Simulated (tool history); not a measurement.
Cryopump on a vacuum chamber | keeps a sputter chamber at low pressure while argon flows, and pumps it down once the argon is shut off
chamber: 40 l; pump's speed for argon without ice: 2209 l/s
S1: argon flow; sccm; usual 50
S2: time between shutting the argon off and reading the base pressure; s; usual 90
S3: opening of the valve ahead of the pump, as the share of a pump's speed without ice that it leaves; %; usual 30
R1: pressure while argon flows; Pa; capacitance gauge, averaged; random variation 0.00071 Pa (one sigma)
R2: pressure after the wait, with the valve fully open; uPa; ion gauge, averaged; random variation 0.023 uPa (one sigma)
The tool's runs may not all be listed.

run   hour  S1   S2  S3      R1    R2
  1      0  50   90  30  0.1326  1.74
  2    9.7  50   90  30  0.1319  1.73
  3   17.1  50   90  30  0.1331  1.75
  4   33.6  50   90  30  0.1318  1.85
  5   43.8  50   90  30  0.1323  1.81
  6   58.5  50   90  30  0.1345  1.83
  7   68.6  50   90  54   0.076  1.83
  8   79.3  50   90  30  0.1339   1.8
  9   86.1  50   90  30  0.1327   1.8
 10   98.1  50   90  30  0.1331  1.85
 11  114.6  50   90  30  0.1348  1.91
 12  126.6  57   90  39  0.1188  1.89
 13  143.5  57   64  39  0.1188  2.17
 14  157.9  48   56  30  0.1296  2.38
 15  174.7  48   56  30   0.128  2.39
 16  186.9  44  191  60  0.0626  1.59
 17  202.6  44   32  18  0.1912  3.27
 18  210.9  22   32  15  0.1143  3.15
 19  224.1  22   32  15  0.1166  3.11

5 ways to go on from here, each from the tool as it stands after run 19. What would each give?
  A  235.8  21  72  30   ?   ?
  B  235.8  22  32  31   ?   ?
  C  235.8  50  90  22   ?   ?
  D  235.8  24  89  19   ?   ?
  E  235.8  66  90  30   ?   ?

run      R1    R2
  A   0.057  2.16
  B  0.0577  3.29
  C  0.1792  2.01
  D  0.1004  2.04
  E  0.1776     2
Without the tool's hidden state the same runs would have given:
run      R1    R2
  A   0.054  0.94
  B  0.0545  2.04
  C  0.1719  0.78
  D  0.0968   0.8
  E   0.168  0.77
